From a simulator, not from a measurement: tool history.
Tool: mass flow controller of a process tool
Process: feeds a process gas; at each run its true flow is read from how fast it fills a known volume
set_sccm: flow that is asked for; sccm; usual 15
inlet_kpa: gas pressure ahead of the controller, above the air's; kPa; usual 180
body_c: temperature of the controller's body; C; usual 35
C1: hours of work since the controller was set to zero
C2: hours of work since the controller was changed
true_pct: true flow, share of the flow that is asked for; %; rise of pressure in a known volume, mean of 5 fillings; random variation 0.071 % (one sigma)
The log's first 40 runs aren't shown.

Run 41, hour 4738.3: usual settings but set_sccm 7 sccm; C1 1851; C2 6726. Result: true_pct 98.38 %.
Run 42, hour 4823.9: usual settings but set_sccm 7 sccm, inlet_kpa 188 kPa, body_c 26 C; C1 1913; C2 6788. Result: true_pct 97.74 %.
Run 43, hour 4935.9: usual settings but set_sccm 5 sccm, inlet_kpa 142 kPa, body_c 28 C; C1 1995; C2 6870. Result: true_pct 97.7 %.
Run 44, hour 5052.6: usual settings but inlet_kpa 189 kPa, body_c 39 C; C1 2080; C2 6955. Result: true_pct 99.03 %.
Run 45, hour 5132.2: usual settings but inlet_kpa 153 kPa, body_c 22 C; C1 2138; C2 7013. Result: true_pct 97.55 %.
Run 46, hour 5213.3: usual settings but set_sccm 8 sccm, inlet_kpa 187 kPa; C1 2198; C2 7072. Result: true_pct 98.15 %.
Run 47, hour 5372.3: usual settings but set_sccm 7 sccm, inlet_kpa 196 kPa, body_c 39 C; C1 2314; C2 7188. Result: true_pct 98.5 %.
Run 48, hour 5442.9: usual settings but set_sccm 44 sccm, inlet_kpa 167 kPa, body_c 39 C; C1 2365; C2 7240. Result: true_pct 99.64 %.
Run 49, hour 5570.4: usual settings but set_sccm 44 sccm, inlet_kpa 167 kPa, body_c 39 C; C1 2458; C2 7333. Result: true_pct 99.53 %.

Forecast each of these 3 alternatives for the next run:
Run A, hour 5669.6: usual settings but set_sccm 14 sccm, inlet_kpa 166 kPa, body_c 24 C; C1 2531; C2 7405. Result: true_pct ?.
Run B, hour 5669.6: usual settings but set_sccm 44 sccm, inlet_kpa 274 kPa, body_c 39 C; C1 2531; C2 7405. Result: true_pct ?.
Run C, hour 5669.6: usual settings but inlet_kpa 196 kPa; C1 2531; C2 7405. Result: true_pct ?.

run  true_pct
  A     97.36
  B     99.62
  C     98.26
Without the tool's hidden state the same runs would have given:
run  true_pct
  A     98.63
  B    100.91
  C     99.54
